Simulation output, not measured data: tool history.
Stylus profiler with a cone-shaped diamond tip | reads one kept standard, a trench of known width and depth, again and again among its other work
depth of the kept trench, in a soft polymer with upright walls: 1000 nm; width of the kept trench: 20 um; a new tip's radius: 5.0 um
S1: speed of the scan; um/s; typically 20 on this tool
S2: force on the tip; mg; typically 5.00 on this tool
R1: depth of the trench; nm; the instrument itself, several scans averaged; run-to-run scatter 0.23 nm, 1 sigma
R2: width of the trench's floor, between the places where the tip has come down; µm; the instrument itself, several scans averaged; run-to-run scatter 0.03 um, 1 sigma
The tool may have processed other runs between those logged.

{"run": 1, "hour": 0.0, "S1": 20, "S2": 5.0, "R1": 1017.45, "R2": 12.3}
{"run": 2, "hour": 58.9, "S1": 38, "S2": 5.0, "R1": 1017.66, "R2": 12.2}
{"run": 3, "hour": 133.1, "S1": 32, "S2": 5.0, "R1": 1017.24, "R2": 12.11}
{"run": 4, "hour": 187.3, "S1": 49, "S2": 5.0, "R1": 1017.03, "R2": 12.07}
{"run": 5, "hour": 259.5, "S1": 49, "S2": 5.0, "R1": 1016.9, "R2": 12.08}
{"run": 6, "hour": 322.0, "S1": 49, "S2": 5.0, "R1": 1017.18, "R2": 12.04}
{"run": 7, "hour": 366.7, "S1": 49, "S2": 5.0, "R1": 1016.68, "R2": 11.86}
{"run": 8, "hour": 407.5, "S1": 49, "S2": 7.31, "R1": 1022.52, "R2": 11.9}
{"run": 9, "hour": 479.7, "S1": 49, "S2": 7.31, "R1": 1022.6, "R2": 11.88}
{"run": 10, "hour": 535.2, "S1": 49, "S2": 7.31, "R1": 1022.53, "R2": 11.87}
{"run": 11, "hour": 576.9, "S1": 49, "S2": 7.31, "R1": 1022.5, "R2": 11.85}
{"run": 12, "hour": 609.6, "S1": 49, "S2": 7.31, "R1": 1022.35, "R2": 11.85}
{"hour": 617.4, "done": "height scale calibrated on a step standard"}
{"run": 13, "hour": 663.9, "S1": 49, "S2": 7.31, "R1": 1021.23, "R2": 11.79}
{"run": 14, "hour": 739.9, "S1": 49, "S2": 7.31, "R1": 1020.29, "R2": 11.69}
{"run": 15, "hour": 787.1, "S1": 20, "S2": 5.0, "R1": 1015.31, "R2": 11.73}
{"run": 16, "hour": 834.6, "S1": 20, "S2": 5.0, "R1": 1014.84, "R2": 11.75}
{"hour": 898.0, "done": "height scale calibrated on a step standard, once more"}
{"run": 17, "hour": 898.0, "S1": 6, "S2": 5.0, "R1": 1019.31, "R2": 11.76}
{"run": 18, "hour": 949.1, "S1": 6, "S2": 5.0, "R1": 1019.36, "R2": 11.71}
{"run": 19, "hour": 994.8, "S1": 6, "S2": 5.0, "R1": 1019.01, "R2": 11.71}
{"run": 20, "hour": 1069.3, "S1": 6, "S2": 2.17, "R1": 1011.21, "R2": 11.65}
{"run": 21, "hour": 1147.1, "S1": 6, "S2": 2.17, "R1": 1010.91, "R2": 11.56}
{"run": 22, "hour": 1190.1, "S1": 77, "S2": 2.33, "R1": 1011.35, "R2": 11.12}
{"run": 23, "hour": 1237.9, "S1": 77, "S2": 2.33, "R1": 1011.23, "R2": 11.13}
{"run": 24, "hour": 1312.2, "S1": 71, "S2": 5.01, "R1": 1019.33, "R2": 11.16}
{"run": 25, "hour": 1354.7, "S1": 71, "S2": 5.01, "R1": 1018.99, "R2": 11.25}
{"run": 26, "hour": 1429.0, "S1": 71, "S2": 5.01, "R1": 1018.97, "R2": 11.14}
{"run": 27, "hour": 1503.1, "S1": 71, "S2": 5.01, "R1": 1018.82, "R2": 11.15}
{"run": 28, "hour": 1572.6, "S1": 71, "S2": 5.01, "R1": 1018.53, "R2": 11.03}
{"run": 29, "hour": 1629.5, "S1": 20, "S2": 4.36, "R1": 1017.16, "R2": 11.24}
{"run": 30, "hour": 1682.9, "S1": 20, "S2": 4.36, "R1": 1017.09, "R2": 11.15}
{"run": 31, "hour": 1735.4, "S1": 20, "S2": 4.36, "R1": 1016.91, "R2": 11.16}
{"run": 32, "hour": 1779.8, "S1": 23, "S2": 2.54, "R1": 1011.12, "R2": 11.0}
{"run": 33, "hour": 1830.8, "S1": 23, "S2": 2.54, "R1": 1011.3, "R2": 11.08}
{"run": 34, "hour": 1896.3, "S1": 20, "S2": 8.4, "R1": 1026.46, "R2": 11.03}
{"run": 35, "hour": 1950.9, "S1": 12, "S2": 4.36, "R1": 1016.61, "R2": 11.05}
{"run": 36, "hour": 2008.3, "S1": 12, "S2": 4.36, "R1": 1016.46, "R2": 11.06}
{"run": 37, "hour": 2077.6, "S1": 23, "S2": 5.0, "R1": 1018.15, "R2": 10.86}
{"run": 38, "hour": 2128.7, "S1": 52, "S2": 10.25, "R1": 1029.76, "R2": 10.9}
{"run": 39, "hour": 2206.6, "S1": 45, "S2": 8.51, "R1": 1026.1, "R2": 10.82}
{"run": 40, "hour": 2259.1, "S1": 35, "S2": 2.15, "R1": 1009.57, "R2": 10.67}
{"run": 41, "hour": 2326.1, "S1": 12, "S2": 12.75, "R1": 1034.8, "R2": 10.81}

Consider 3 possible next runs. They are alternatives, not a sequence: every one starts from the tool as it was left by run 41. What does each give?
{"run": "A", "hour": 2368.8, "S1": 20, "S2": 10.93, "R1": "?", "R2": "?"}
{"run": "B", "hour": 2368.8, "S1": 19, "S2": 9.78, "R1": "?", "R2": "?"}
{"run": "C", "hour": 2368.8, "S1": 21, "S2": 5.25, "R1": "?", "R2": "?"}

run=A R1=1031.16 R2=10.76
run=B R1=1028.58 R2=10.74
run=C R1=1018.59 R2=10.74
What these runs would have given with no unlogged condition in the tool:
run=A R1=1032.80 R2=13.92
run=B R1=1030.22 R2=13.90
run=C R1=1020.21 R2=13.90
